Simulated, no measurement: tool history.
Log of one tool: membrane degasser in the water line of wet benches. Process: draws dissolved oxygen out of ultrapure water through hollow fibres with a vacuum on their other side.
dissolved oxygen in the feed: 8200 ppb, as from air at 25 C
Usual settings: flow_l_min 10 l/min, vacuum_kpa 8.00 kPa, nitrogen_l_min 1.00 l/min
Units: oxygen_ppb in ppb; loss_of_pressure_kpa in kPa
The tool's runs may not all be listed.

{"run": 1, "hour": 0.0, "flow_l_min": 10, "vacuum_kpa": 8.0, "nitrogen_l_min": 1.0, "oxygen_ppb": 114.7, "loss_of_pressure_kpa": 55.81}
{"run": 2, "hour": 154.3, "flow_l_min": 10, "vacuum_kpa": 8.0, "nitrogen_l_min": 1.0, "oxygen_ppb": 114.3, "loss_of_pressure_kpa": 55.94}
{"run": 3, "hour": 408.2, "flow_l_min": 10, "vacuum_kpa": 8.0, "nitrogen_l_min": 1.89, "oxygen_ppb": 63.3, "loss_of_pressure_kpa": 56.37}
{"run": 4, "hour": 599.0, "flow_l_min": 10, "vacuum_kpa": 15.19, "nitrogen_l_min": 1.0, "oxygen_ppb": 277.2, "loss_of_pressure_kpa": 56.08}
{"run": 5, "hour": 725.6, "flow_l_min": 10, "vacuum_kpa": 15.19, "nitrogen_l_min": 1.0, "oxygen_ppb": 276.4, "loss_of_pressure_kpa": 56.65}
{"run": 6, "hour": 871.8, "flow_l_min": 10, "vacuum_kpa": 15.19, "nitrogen_l_min": 1.0, "oxygen_ppb": 276.2, "loss_of_pressure_kpa": 56.21}
{"run": 7, "hour": 1019.8, "flow_l_min": 10, "vacuum_kpa": 8.0, "nitrogen_l_min": 1.0, "oxygen_ppb": 114.1, "loss_of_pressure_kpa": 56.6}
{"run": 8, "hour": 1304.4, "flow_l_min": 10, "vacuum_kpa": 4.88, "nitrogen_l_min": 1.0, "oxygen_ppb": 41.9, "loss_of_pressure_kpa": 56.22}
{"run": 9, "hour": 1564.2, "flow_l_min": 10, "vacuum_kpa": 8.0, "nitrogen_l_min": 1.0, "oxygen_ppb": 115.3, "loss_of_pressure_kpa": 56.84}
{"run": 10, "hour": 1843.8, "flow_l_min": 10, "vacuum_kpa": 8.0, "nitrogen_l_min": 1.0, "oxygen_ppb": 114.6, "loss_of_pressure_kpa": 56.37}
{"run": 11, "hour": 1972.6, "flow_l_min": 10, "vacuum_kpa": 8.0, "nitrogen_l_min": 1.0, "oxygen_ppb": 114.3, "loss_of_pressure_kpa": 56.6}
{"hour": 2137.6, "done": "seals of the vacuum lines changed"}
{"run": 12, "hour": 2240.0, "flow_l_min": 10, "vacuum_kpa": 8.0, "nitrogen_l_min": 1.0, "oxygen_ppb": 115.1, "loss_of_pressure_kpa": 56.91}
{"run": 13, "hour": 2485.7, "flow_l_min": 10, "vacuum_kpa": 6.24, "nitrogen_l_min": 1.0, "oxygen_ppb": 73.6, "loss_of_pressure_kpa": 56.45}
{"run": 14, "hour": 2757.2, "flow_l_min": 10, "vacuum_kpa": 8.0, "nitrogen_l_min": 1.0, "oxygen_ppb": 112.6, "loss_of_pressure_kpa": 56.83}
{"run": 15, "hour": 2907.0, "flow_l_min": 9, "vacuum_kpa": 8.0, "nitrogen_l_min": 0.66, "oxygen_ppb": 149.8, "loss_of_pressure_kpa": 51.13}
{"hour": 2927.5, "done": "membrane cartridge changed"}
{"run": 16, "hour": 3156.8, "flow_l_min": 8, "vacuum_kpa": 8.0, "nitrogen_l_min": 1.0, "oxygen_ppb": 91.6, "loss_of_pressure_kpa": 45.44}
{"run": 17, "hour": 3418.5, "flow_l_min": 8, "vacuum_kpa": 8.0, "nitrogen_l_min": 1.0, "oxygen_ppb": 91.5, "loss_of_pressure_kpa": 45.93}
{"run": 18, "hour": 3557.5, "flow_l_min": 10, "vacuum_kpa": 8.11, "nitrogen_l_min": 0.62, "oxygen_ppb": 178.7, "loss_of_pressure_kpa": 56.6}
{"run": 19, "hour": 3735.7, "flow_l_min": 10, "vacuum_kpa": 8.11, "nitrogen_l_min": 0.62, "oxygen_ppb": 180.9, "loss_of_pressure_kpa": 57.08}
{"run": 20, "hour": 3951.0, "flow_l_min": 10, "vacuum_kpa": 8.11, "nitrogen_l_min": 0.62, "oxygen_ppb": 178.5, "loss_of_pressure_kpa": 56.85}
{"hour": 4172.1, "done": "vacuum gauge calibrated"}
{"run": 21, "hour": 4241.3, "flow_l_min": 10, "vacuum_kpa": 8.11, "nitrogen_l_min": 1.64, "oxygen_ppb": 74.4, "loss_of_pressure_kpa": 57.13}
{"run": 22, "hour": 4551.1, "flow_l_min": 9, "vacuum_kpa": 10.39, "nitrogen_l_min": 1.87, "oxygen_ppb": 84.2, "loss_of_pressure_kpa": 51.37}
{"run": 23, "hour": 4854.2, "flow_l_min": 9, "vacuum_kpa": 10.39, "nitrogen_l_min": 1.87, "oxygen_ppb": 85.9, "loss_of_pressure_kpa": 51.67}
{"run": 24, "hour": 5161.8, "flow_l_min": 9, "vacuum_kpa": 10.39, "nitrogen_l_min": 1.87, "oxygen_ppb": 85.4, "loss_of_pressure_kpa": 51.28}
{"hour": 5182.0, "done": "gauge calibrated"}
{"run": 25, "hour": 5407.2, "flow_l_min": 9, "vacuum_kpa": 19.8, "nitrogen_l_min": 2.63, "oxygen_ppb": 140.1, "loss_of_pressure_kpa": 50.3}
{"run": 26, "hour": 5703.0, "flow_l_min": 9, "vacuum_kpa": 11.69, "nitrogen_l_min": 0.53, "oxygen_ppb": 318.6, "loss_of_pressure_kpa": 50.64}
{"run": 27, "hour": 6001.4, "flow_l_min": 9, "vacuum_kpa": 6.41, "nitrogen_l_min": 0.61, "oxygen_ppb": 109.8, "loss_of_pressure_kpa": 50.6}

Forecast each of these 3 alternatives for the next run:
{"hour": 6115.3, "done": "seals of the vacuum lines changed"}
{"run": "A", "hour": 6180.0, "flow_l_min": 8, "vacuum_kpa": 8.0, "nitrogen_l_min": 1.0, "oxygen_ppb": "?", "loss_of_pressure_kpa": "?"}
{"hour": 6115.3, "done": "seals of the vacuum lines changed"}
{"run": "B", "hour": 6180.0, "flow_l_min": 10, "vacuum_kpa": 10.05, "nitrogen_l_min": 1.0, "oxygen_ppb": "?", "loss_of_pressure_kpa": "?"}
{"hour": 6115.3, "done": "seals of the vacuum lines changed"}
{"run": "C", "hour": 6180.0, "flow_l_min": 11, "vacuum_kpa": 7.8, "nitrogen_l_min": 2.09, "oxygen_ppb": "?", "loss_of_pressure_kpa": "?"}

run=A oxygen_ppb=92.8 loss_of_pressure_kpa=44.92
run=B oxygen_ppb=162.3 loss_of_pressure_kpa=55.81
run=C oxygen_ppb=61.8 loss_of_pressure_kpa=61.13
Without the tool's hidden state the same runs would have given:
run=A oxygen_ppb=92.8 loss_of_pressure_kpa=44.66
run=B oxygen_ppb=162.2 loss_of_pressure_kpa=55.49
run=C oxygen_ppb=61.8 loss_of_pressure_kpa=60.79
